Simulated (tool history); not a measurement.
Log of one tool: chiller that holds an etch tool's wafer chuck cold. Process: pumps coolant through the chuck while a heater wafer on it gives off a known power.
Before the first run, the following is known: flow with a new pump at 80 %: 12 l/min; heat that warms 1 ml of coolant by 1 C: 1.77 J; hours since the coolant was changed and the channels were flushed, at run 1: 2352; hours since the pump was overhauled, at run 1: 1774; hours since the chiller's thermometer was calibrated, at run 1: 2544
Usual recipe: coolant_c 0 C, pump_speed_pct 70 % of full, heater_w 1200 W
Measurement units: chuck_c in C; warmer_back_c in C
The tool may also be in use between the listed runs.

| run | day | coolant_c | pump_speed_pct | heater_w | hours since the coolant was changed and the channels were flushed | hours since the pump was overhauled | hours since the chiller's thermometer was calibrated | chuck_c | warmer_back_c |
|---|---|---|---|---|---|---|---|---|---|
| 1 | 0.000 | 0 | 70 | 1200 | 2352 | 1774 | 2544 | 8.3 | 3.82 |
| 2 | 2.679 | 0 | 70 | 1200 | 2416 | 1839 | 2609 | 8.3 | 3.84 |
| 3 | 5.912 | 0 | 70 | 1200 | 2494 | 1916 | 2686 | 8.5 | 3.93 |
| 4 | 9.908 | 0 | 70 | 786 | 2590 | 2012 | 2782 | 5.5 | 2.57 |
| 5 | 15.346 | 0 | 70 | 786 | 2720 | 2143 | 2913 | 5.6 | 2.55 |
| 6 | 18.738 | 0 | 70 | 786 | 2802 | 2224 | 2994 | 5.5 | 2.61 |
| 7 | 22.425 | 0 | 70 | 1200 | 2890 | 2313 | 3082 | 8.4 | 3.90 |
| 8 | 24.900 | 0 | 70 | 1200 | 2949 | 2372 | 3142 | 8.3 | 3.91 |
| 9 | 28.254 | 0 | 70 | 1200 | 3030 | 2453 | 3222 | 8.3 | 3.96 |
| 10 | 33.804 | 0 | 70 | 1200 | 3163 | 2586 | 3356 | 8.3 | 3.90 |
| 11 | 37.971 | 10 | 70 | 1200 | 3263 | 2686 | 3456 | 18.4 | 3.92 |
| 12 | 41.408 | 6 | 70 | 1200 | 3346 | 2768 | 3538 | 14.4 | 3.95 |
| 13 | 44.417 | 9 | 66 | 1064 | 3418 | 2840 | 3610 | 16.8 | 3.79 |
| 14 | 47.117 | 8 | 66 | 1064 | 3483 | 2905 | 3675 | 15.7 | 3.70 |
| 15 | 51.246 | 8 | 66 | 1064 | 3582 | 3004 | 3774 | 15.8 | 3.72 |
| 16 | 54.150 | -4 | 77 | 1200 | 3651 | 3074 | 3844 | 3.7 | 3.61 |
| 17 | 56.758 | -4 | 77 | 1564 | 3714 | 3137 | 3906 | 6.3 | 4.69 |
|  | 58.383 | chiller's thermometer calibrated |
| 18 | 60.212 | -7 | 77 | 1180 | 3796 | 3219 | 44 | 0.7 | 3.54 |
| 19 | 63.638 | 5 | 97 | 776 | 3878 | 3301 | 126 | 9.0 | 1.88 |
| 20 | 67.275 | -2 | 97 | 617 | 3965 | 3388 | 213 | 1.5 | 1.56 |
| 21 | 72.846 | -2 | 97 | 617 | 4099 | 3522 | 347 | 1.2 | 1.61 |
| 22 | 78.833 | 0 | 69 | 1468 | 4243 | 3665 | 491 | 10.3 | 4.97 |
| 23 | 84.717 | 0 | 69 | 1468 | 4384 | 3807 | 632 | 10.2 | 4.94 |
| 24 | 90.608 | 0 | 61 | 1752 | 4525 | 3948 | 773 | 13.5 | 6.70 |

3 ways to go on from here, each from the tool as it stands after run 24. What would each give?
| A | 93.662 | 9 | 70 | 1200 | 4599 | 4021 | 847 | ? | ? |
| B | 93.662 | -4 | 61 | 1752 | 4599 | 4021 | 847 | ? | ? |
| C | 93.662 | 4 | 70 | 830 | 4599 | 4021 | 847 | ? | ? |

| run | chuck_c | warmer_back_c |
|---|---|---|
| A | 17.4 | 4.08 |
| B | 9.8 | 6.67 |
| C | 9.8 | 2.85 |
Without the tool's unlogged condition, the same runs would have read:
| run | chuck_c | warmer_back_c |
|---|---|---|
| A | 17.4 | 3.91 |
| B | 9.8 | 6.49 |
| C | 9.8 | 2.68 |

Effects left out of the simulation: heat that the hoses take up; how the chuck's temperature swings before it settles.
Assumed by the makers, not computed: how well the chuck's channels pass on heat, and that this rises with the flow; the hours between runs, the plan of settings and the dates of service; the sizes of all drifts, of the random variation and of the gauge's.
